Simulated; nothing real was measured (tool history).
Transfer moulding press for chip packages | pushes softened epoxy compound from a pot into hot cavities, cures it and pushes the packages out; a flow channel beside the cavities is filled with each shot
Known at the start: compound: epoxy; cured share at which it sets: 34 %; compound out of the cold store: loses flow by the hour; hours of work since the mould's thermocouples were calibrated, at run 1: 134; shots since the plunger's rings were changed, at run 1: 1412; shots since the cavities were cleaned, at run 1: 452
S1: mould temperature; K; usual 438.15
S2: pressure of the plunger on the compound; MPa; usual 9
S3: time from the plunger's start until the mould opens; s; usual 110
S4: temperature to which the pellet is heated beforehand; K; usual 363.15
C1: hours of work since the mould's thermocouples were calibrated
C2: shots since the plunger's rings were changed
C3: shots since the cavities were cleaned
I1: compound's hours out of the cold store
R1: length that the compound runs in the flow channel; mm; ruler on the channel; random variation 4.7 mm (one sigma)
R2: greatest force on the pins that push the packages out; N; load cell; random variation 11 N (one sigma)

run,hour,S1,S2,S3,S4,C1,C2,C3,I1,R1,R2
1,0,438.15,9,110,363.15,134,1412,452,40.1,808,707
# hour 13.3: cavities cleaned with cleaning compound and waxed
2,15.7,438.15,9,110,363.15,142,1541,22,39.9,803,847
3,22.7,438.15,9,110,363.15,146,1605,86,8.6,956,893
4,31.4,438.15,9,110,354.15,151,1684,165,40.7,808,884
# hour 43.7: cavities cleaned with cleaning compound and waxed, once more
5,43.7,438.15,9,110,354.15,157,1783,0,26.8,871,545
6,58.6,438.15,9,110,354.15,165,1918,135,20,903,637
7,69.2,438.15,9,110,354.15,171,2014,231,36.9,829,665
8,77.6,434.15,8.29,93,354.15,176,2091,308,9.3,932,1447
9,92.5,434.15,8.29,93,354.15,184,2226,443,28.8,832,1380
# hour 106.8: cavities cleaned with cleaning compound and waxed
10,106.8,434.15,7.74,93,354.15,192,2343,0,37.3,764,974
11,122.6,435.15,7.84,110,363.15,201,2487,144,11.9,877,777
12,131.7,432.15,7.7,110,361.15,206,2569,226,40.5,751,922
13,147,434.15,10.37,110,369.15,215,2709,366,30.6,918,891
14,158.2,438.15,7.5,110,371.15,221,2811,468,10.2,856,757

The same runs without the tool's hidden state, with the same run-to-run variation:
The hidden state here: true mould temperature over the reading, C; pressure that reaches the compound, % of what is set; grip of the stained cavities, % over clean ones'; drift of the gauge itself on flow_mm, %; drift of the gauge itself on push_out_n, %.
run,R1,R2
1,821,495
2,818,515
3,975,542
4,825,543
5,890,520
6,924,520
7,849,508
8,955,1053
9,854,950
10,785,943
11,904,634
12,775,711
13,948,637
14,885,525

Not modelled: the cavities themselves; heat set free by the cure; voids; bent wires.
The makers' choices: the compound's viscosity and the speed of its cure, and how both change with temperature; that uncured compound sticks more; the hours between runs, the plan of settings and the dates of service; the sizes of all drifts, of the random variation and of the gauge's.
